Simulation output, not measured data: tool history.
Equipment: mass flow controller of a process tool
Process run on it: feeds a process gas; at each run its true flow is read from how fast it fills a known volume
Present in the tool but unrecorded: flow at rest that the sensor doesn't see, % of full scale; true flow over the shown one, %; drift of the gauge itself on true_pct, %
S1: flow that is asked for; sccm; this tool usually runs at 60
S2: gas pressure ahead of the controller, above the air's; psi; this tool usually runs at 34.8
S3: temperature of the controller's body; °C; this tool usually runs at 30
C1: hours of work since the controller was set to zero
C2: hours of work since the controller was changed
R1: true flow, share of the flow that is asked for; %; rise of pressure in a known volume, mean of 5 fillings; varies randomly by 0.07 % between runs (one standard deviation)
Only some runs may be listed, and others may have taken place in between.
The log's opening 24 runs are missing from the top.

Run 25, day 190.696: usual settings but S2 33.2 psi, S3 27 °C; C1 587; C2 587. Result: R1 98.46 %.
Run 26, day 202.7: usual settings but S1 118 sccm, S3 23 °C; C1 768; C2 768. Result: R1 98.92 %.
Run 27, day 208.471: usual settings but S1 58 sccm, S2 21.6 psi, S3 31 °C; C1 855; C2 855. Result: R1 98.66 %.
Run 28, day 220.029: usual settings but S1 58 sccm, S2 21.6 psi, S3 31 °C; C1 1029; C2 1029. Result: R1 98.67 %.
Run 29, day 232.346: usual settings but S1 58 sccm, S2 21.6 psi, S3 31 °C; C1 1214; C2 1214. Result: R1 98.75 %.
Run 30, day 243.921: usual settings but S1 58 sccm, S2 24.1 psi, S3 24 °C; C1 1389; C2 1389. Result: R1 98.9 %.
Run 31, day 252.708: usual settings but S1 94 sccm, S2 40 psi, S3 24 °C; C1 1521; C2 1521. Result: R1 98.33 %.
Run 32, day 261.217: usual settings but S1 45 sccm, S2 40.3 psi, S3 27 °C; C1 1650; C2 1650. Result: R1 97.91 %.
Run 33, day 269.488: usual settings but S1 28 sccm, S2 37 psi, S3 27 °C; C1 1774; C2 1774. Result: R1 98.37 %.
Run 34, day 275.688: usual settings but S1 52 sccm, S2 36.8 psi, S3 40 °C; C1 1868; C2 1868. Result: R1 97.14 %.
Run 35, day 287.421: usual settings but S1 23 sccm, S2 26.3 psi, S3 24 °C; C1 2045; C2 2045. Result: R1 99.08 %.
Run 36, day 295.558: usual settings but S1 23 sccm, S2 26.3 psi, S3 24 °C; C1 2167; C2 2167. Result: R1 99.19 %.
Run 37, day 303.254: usual settings but S1 137 sccm, S2 29.4 psi, S3 23 °C; C1 2283; C2 2283. Result: R1 98.78 %.

Here are 5 independent what-if runs from the current tool condition. What would each one return?
Run A, day 313.683: usual settings but S1 100 sccm, S2 29.4 psi, S3 23 °C; C1 2441; C2 2441. Result: R1 ?.
Run B, day 313.683: usual settings but S1 41 sccm, S2 37.9 psi, S3 24 °C; C1 2441; C2 2441. Result: R1 ?.
Run C, day 313.683: usual settings but S1 63 sccm, S2 28.9 psi, S3 25 °C; C1 2441; C2 2441. Result: R1 ?.
Run D, day 313.683: usual settings but S1 55 sccm, S2 31.8 psi, S3 39 °C; C1 2441; C2 2441. Result: R1 ?.
Run E, day 313.683: usual settings but S1 44 sccm, S2 20.6 psi, S3 21 °C; C1 2441; C2 2441. Result: R1 ?.

run     R1
  A   98.7
  B   98.1
  C   98.3
  D  97.53
  E  99.08
Had the tool no hidden state, the same runs would have come out as:
run     R1
  A  99.32
  B  98.19
  C  98.71
  D  97.85
  E  99.23
